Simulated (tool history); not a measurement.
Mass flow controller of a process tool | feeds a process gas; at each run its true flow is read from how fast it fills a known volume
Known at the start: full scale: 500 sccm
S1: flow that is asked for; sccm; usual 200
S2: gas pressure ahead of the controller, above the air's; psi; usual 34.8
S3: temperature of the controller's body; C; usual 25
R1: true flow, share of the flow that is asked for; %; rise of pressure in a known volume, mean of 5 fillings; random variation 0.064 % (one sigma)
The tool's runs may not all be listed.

Run 1, day 0.000: usual settings. Result: R1 99.43 %.
Run 2, day 5.650: usual settings. Result: R1 99.36 %.
Run 3, day 11.283: usual settings. Result: R1 99.21 %.
Run 4, day 20.038: usual settings but S2 26.4 psi. Result: R1 99.52 %.
Run 5, day 30.075: usual settings but S2 26.4 psi. Result: R1 99.61 %.
Run 6, day 37.412: usual settings but S1 134 sccm, S3 32 C. Result: R1 98.26 %.
Run 7, day 42.846: usual settings but S1 102 sccm, S2 22.2 psi. Result: R1 99.54 %.
Run 8, day 55.758: usual settings but S1 102 sccm, S2 22.2 psi. Result: R1 99.39 %.
Run 9, day 61.229: usual settings but S1 155 sccm, S2 26.0 psi. Result: R1 99.24 %.
Run 10, day 67.371: usual settings but S1 282 sccm, S2 26.0 psi, S3 32 C. Result: R1 98.54 %.

4 ways to go on from here, each from the tool as it stands after run 10. What would each give?
Run A, day 73.800: usual settings but S1 485 sccm, S2 24.9 psi, S3 23 C. Result: R1 ?.
Run B, day 73.800: usual settings but S2 30.6 psi. Result: R1 ?.
Run C, day 73.800: usual settings but S1 56 sccm, S2 28.7 psi, S3 37 C. Result: R1 ?.
Run D, day 73.800: usual settings but S1 66 sccm, S2 29.7 psi. Result: R1 ?.

run     R1
  A  99.66
  B  98.86
  C  97.76
  D  98.89
Without the tool's hidden state the same runs would have given:
run      R1
  A  100.45
  B   99.65
  C   98.55
  D   99.68
